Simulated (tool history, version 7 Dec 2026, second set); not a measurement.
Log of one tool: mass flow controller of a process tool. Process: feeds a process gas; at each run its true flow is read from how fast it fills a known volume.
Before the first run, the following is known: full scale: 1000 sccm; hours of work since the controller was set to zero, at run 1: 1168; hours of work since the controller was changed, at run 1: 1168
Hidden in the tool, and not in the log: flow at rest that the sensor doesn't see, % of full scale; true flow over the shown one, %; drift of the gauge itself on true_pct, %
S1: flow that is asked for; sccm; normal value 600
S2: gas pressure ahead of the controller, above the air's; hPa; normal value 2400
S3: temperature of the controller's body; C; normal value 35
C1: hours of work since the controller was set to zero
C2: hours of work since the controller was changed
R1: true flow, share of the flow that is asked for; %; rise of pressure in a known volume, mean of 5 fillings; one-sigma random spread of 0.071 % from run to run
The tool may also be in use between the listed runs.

{"run": 1, "hour": 0.0, "S1": 600, "S2": 2400, "S3": 35, "C1": 1168, "C2": 1168, "R1": 101.61}
{"run": 2, "hour": 59.5, "S1": 600, "S2": 2400, "S3": 35, "C1": 1196, "C2": 1196, "R1": 101.37}
{"run": 3, "hour": 99.8, "S1": 456, "S2": 2400, "S3": 35, "C1": 1215, "C2": 1215, "R1": 101.28}
{"run": 4, "hour": 157.8, "S1": 600, "S2": 2400, "S3": 23, "C1": 1243, "C2": 1243, "R1": 100.46}
{"run": 5, "hour": 204.2, "S1": 600, "S2": 2400, "S3": 23, "C1": 1265, "C2": 1265, "R1": 100.33}
{"run": 6, "hour": 259.9, "S1": 600, "S2": 2400, "S3": 23, "C1": 1292, "C2": 1292, "R1": 100.42}
{"run": 7, "hour": 324.2, "S1": 301, "S2": 2400, "S3": 23, "C1": 1322, "C2": 1322, "R1": 100.35}
{"run": 8, "hour": 379.5, "S1": 258, "S2": 1610, "S3": 28, "C1": 1349, "C2": 1349, "R1": 100.55}
{"run": 9, "hour": 464.5, "S1": 813, "S2": 1990, "S3": 34, "C1": 1389, "C2": 1389, "R1": 101.65}
{"run": 10, "hour": 521.8, "S1": 263, "S2": 1820, "S3": 28, "C1": 1416, "C2": 1416, "R1": 100.53}
{"run": 11, "hour": 586.3, "S1": 263, "S2": 1820, "S3": 28, "C1": 1447, "C2": 1447, "R1": 100.84}
{"run": 12, "hour": 632.9, "S1": 723, "S2": 2400, "S3": 38, "C1": 1469, "C2": 1469, "R1": 102.07}

Below are 3 alternative next runs, each starting from the tool's condition after run 12. Predict each:
{"run": "A", "hour": 690.7, "S1": 288, "S2": 1580, "S3": 35, "C1": 1497, "C2": 1497, "R1": "?"}
{"run": "B", "hour": 690.7, "S1": 248, "S2": 1830, "S3": 34, "C1": 1497, "C2": 1497, "R1": "?"}
{"run": "C", "hour": 690.7, "S1": 989, "S2": 2400, "S3": 38, "C1": 1497, "C2": 1497, "R1": "?"}

run=A R1=101.35
run=B R1=101.26
run=C R1=102.55
Had the tool no hidden state, the same runs would have come out as:
run=A R1=99.34
run=B R1=99.08
run=C R1=101.30
